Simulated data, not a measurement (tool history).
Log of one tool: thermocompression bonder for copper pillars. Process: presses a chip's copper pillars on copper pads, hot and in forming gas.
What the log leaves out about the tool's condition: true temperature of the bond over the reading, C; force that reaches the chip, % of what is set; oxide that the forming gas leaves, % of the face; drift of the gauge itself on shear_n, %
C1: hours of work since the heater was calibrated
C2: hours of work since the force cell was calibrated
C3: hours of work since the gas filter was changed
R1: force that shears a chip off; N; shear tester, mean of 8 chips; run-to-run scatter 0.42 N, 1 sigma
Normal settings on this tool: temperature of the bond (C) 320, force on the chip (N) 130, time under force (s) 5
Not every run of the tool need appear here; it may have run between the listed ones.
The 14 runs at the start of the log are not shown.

Run 15, hour 238.7: usual settings but temperature of the bond (C) 307, force on the chip (N) 96; C1 19; C2 332; C3 85. Result: R1 31.5 N.
Run 16, hour 261.0: usual settings but time under force (s) 6; C1 29; C2 342; C3 95. Result: R1 52.8 N.
Run 17, hour 272.7: usual settings but temperature of the bond (C) 309, time under force (s) 6; C1 34; C2 347; C3 100. Result: R1 46.6 N.
Run 18, hour 290.7: usual settings but temperature of the bond (C) 304, time under force (s) 11; C1 42; C2 355; C3 108. Result: R1 55.4 N.
Run 19, hour 312.6: usual settings but temperature of the bond (C) 323, force on the chip (N) 150, time under force (s) 14; C1 52; C2 364; C3 117. Result: R1 79.6 N.
Run 20, hour 325.4: usual settings but temperature of the bond (C) 300, force on the chip (N) 150, time under force (s) 14; C1 58; C2 370; C3 123. Result: R1 64.1 N.
Run 21, hour 339.1: usual settings but temperature of the bond (C) 329, force on the chip (N) 139; C1 64; C2 376; C3 129. Result: R1 56.7 N.
Run 22, hour 354.8: usual settings but temperature of the bond (C) 299, force on the chip (N) 139, time under force (s) 3; C1 71; C2 383; C3 136. Result: R1 32.9 N.
Run 23, hour 364.8: usual settings but temperature of the bond (C) 329, time under force (s) 11; C1 75; C2 388; C3 141. Result: R1 70.6 N.
Run 24, hour 377.3: usual settings but temperature of the bond (C) 334, time under force (s) 4; C1 81; C2 393; C3 146. Result: R1 52.6 N.
Run 25, hour 400.7: usual settings but temperature of the bond (C) 334, time under force (s) 4; C1 91; C2 403; C3 157. Result: R1 51.8 N.
Run 26, hour 420.0: usual settings but temperature of the bond (C) 344, force on the chip (N) 144, time under force (s) 10; C1 99; C2 412; C3 165. Result: R1 81.1 N.
Run 27, hour 440.1: usual settings but temperature of the bond (C) 344, force on the chip (N) 144, time under force (s) 10; C1 108; C2 421; C3 174. Result: R1 80.5 N.
Run 28, hour 460.8: usual settings but temperature of the bond (C) 344, force on the chip (N) 144, time under force (s) 10; C1 118; C2 430; C3 183. Result: R1 82.6 N.
Run 29, hour 473.3: usual settings but force on the chip (N) 144, time under force (s) 7; C1 123; C2 436; C3 189. Result: R1 60.5 N.
At hour 489.9: forming gas filter changed.
Run 30, hour 493.7: usual settings but force on the chip (N) 144, time under force (s) 7; C1 132; C2 444; C3 2. Result: R1 60.7 N.
Run 31, hour 517.9: usual settings but force on the chip (N) 144, time under force (s) 7; C1 143; C2 455; C3 12. Result: R1 60.0 N.

Below are 3 alternative next runs, each starting from the tool's condition after run 31. Predict each:
Run A, hour 539.8: usual settings but temperature of the bond (C) 333, force on the chip (N) 105, time under force (s) 6; C1 152; C2 465; C3 22. Result: R1 ?.
Run B, hour 539.8: usual settings but temperature of the bond (C) 327, force on the chip (N) 167, time under force (s) 8; C1 152; C2 465; C3 22. Result: R1 ?.
Run C, hour 539.8: usual settings but time under force (s) 3; C1 152; C2 465; C3 22. Result: R1 ?.

run    R1
  A  50.1
  B  74.8
  C  40.6
Stripped of hidden state, with their random variation kept, the same runs would have yielded:
run    R1
  A  50.1
  B  74.9
  C  40.6
